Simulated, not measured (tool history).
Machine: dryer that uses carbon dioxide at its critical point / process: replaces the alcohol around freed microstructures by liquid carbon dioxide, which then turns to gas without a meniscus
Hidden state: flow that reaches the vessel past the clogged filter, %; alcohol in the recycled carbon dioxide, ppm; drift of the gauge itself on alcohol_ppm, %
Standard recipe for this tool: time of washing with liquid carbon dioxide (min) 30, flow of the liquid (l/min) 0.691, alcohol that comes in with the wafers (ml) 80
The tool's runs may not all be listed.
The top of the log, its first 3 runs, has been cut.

run     day  time of washing with liquid carbon dioxide (min)  flow of the liquid (l/min)  alcohol that comes in with the wafers (ml)  hours of work since the filter was changed  hours of work since the purifier's bed was changed  alcohol left in the vessel before it's heated (ppm by volume)
  4   6.912                                                30                       0.984                                          80                                         136                                                 301                                                            166
  5   8.638                                                30                       0.691                                          20                                         148                                                 314                                                            205
  6   9.912                                                30                       1.131                                          20                                         157                                                 323                                                             71
     10.554  -- inlet filter changed
  7  11.446                                                30                       1.131                                          20                                           6                                                 334                                                             62
  8  13.338                                                30                       1.131                                          20                                          20                                                 347                                                             63
  9  14.750                                                32                       0.691                                          80                                          30                                                 358                                                            375
 10  17.525                                                30                       0.954                                          80                                          50                                                 378                                                            162
 11  20.058                                                30                       0.954                                          80                                          69                                                 396                                                            171
 12  21.871                                                30                       0.954                                          80                                          82                                                 409                                                            184
 13  23.508                                                30                       0.954                                          80                                          93                                                 421                                                            191
 14  26.525                                                30                       0.954                                          80                                         115                                                 443                                                            207
 15  28.567                                                30                       0.954                                          80                                         130                                                 457                                                            223
 16  31.346                                                30                       0.954                                          80                                         150                                                 477                                                            237
     33.096  -- inlet filter changed
 17  33.300                                                35                       0.691                                          80                                           1                                                 491                                                            264
 18  34.925                                                35                       0.691                                          80                                          13                                                 503                                                            281
 19  36.242                                                27                       0.691                                          84                                          23                                                 512                                                            713
 20  38.096                                                26                       0.782                                          48                                          36                                                 526                                                            356

The next listed run, before its measurement:
 21  40.608                                                26                       0.782                                          48                                          54                                                 544                                                              ?

alcohol left in the vessel before it's heated (ppm by volume): 371
With no hidden state in the tool, this same run would have given alcohol left in the vessel before it's heated (ppm by volume) 241.
